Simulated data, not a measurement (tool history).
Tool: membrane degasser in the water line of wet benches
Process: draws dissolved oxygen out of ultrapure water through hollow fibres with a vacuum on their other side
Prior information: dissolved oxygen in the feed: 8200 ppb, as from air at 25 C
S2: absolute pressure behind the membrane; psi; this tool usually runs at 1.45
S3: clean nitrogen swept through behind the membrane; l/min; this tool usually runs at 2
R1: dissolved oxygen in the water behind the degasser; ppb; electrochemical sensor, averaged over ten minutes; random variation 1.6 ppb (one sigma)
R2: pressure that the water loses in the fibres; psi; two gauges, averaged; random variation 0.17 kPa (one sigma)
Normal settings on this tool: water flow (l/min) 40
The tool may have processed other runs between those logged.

Run 1, hour 0: usual settings. Result: R1 306.7 ppb, R2 4.103 psi.
Run 2, hour 70.4: usual settings. Result: R1 307.3 ppb, R2 4.142 psi.
Run 3, hour 122.4: usual settings. Result: R1 306.4 ppb, R2 4.173 psi.
Run 4, hour 183.6: usual settings but S2 1.2 psi. Result: R1 232.7 ppb, R2 4.109 psi.
Run 5, hour 247.3: usual settings but S2 1.2 psi. Result: R1 236.1 ppb, R2 4.15 psi.
Run 6, hour 289.7: usual settings but S2 1.2 psi. Result: R1 234 ppb, R2 4.103 psi.
Run 7, hour 326.5: usual settings but water flow (l/min) 59, S2 1.62 psi, S3 1.37 l/min. Result: R1 666 ppb, R2 6.1 psi.
Run 8, hour 389.8: usual settings but water flow (l/min) 59, S2 1.62 psi, S3 1.37 l/min. Result: R1 658.1 ppb, R2 6.122 psi.
Run 9, hour 440.9: usual settings but water flow (l/min) 59, S2 1.65 psi, S3 1.37 l/min. Result: R1 680.9 ppb, R2 6.1 psi.
Run 10, hour 513.2: usual settings but water flow (l/min) 39, S2 2.12 psi, S3 1.5 l/min. Result: R1 617.8 ppb, R2 4.035 psi.
Run 11, hour 575.3: usual settings but S2 3.13 psi, S3 4.78 l/min. Result: R1 363.4 ppb, R2 4.177 psi.
Run 12, hour 644.5: usual settings but water flow (l/min) 31, S3 4.22 l/min. Result: R1 124.1 ppb, R2 3.284 psi.

The logged runs with the hidden state left out (each run's random variation unchanged):
What the log doesn't record here: membrane still open, %; true pressure behind the membrane over the reading, kPa; air that leaks in behind the membrane, l/min; drift of the gauge itself on oxygen_ppb, %; drift of the gauge itself on loss_of_pressure_kpa, %.
run     R1     R2
  1  299.5  4.048
  2    300  4.086
  3  299.1  4.113
  4  225.5  4.051
  5  228.6  4.089
  6  226.5  4.042
  7  653.6  6.009
  8  645.7  6.029
  9  668.1  6.006
 10    608  3.971
 11  357.8   4.11
 12  120.2  3.231
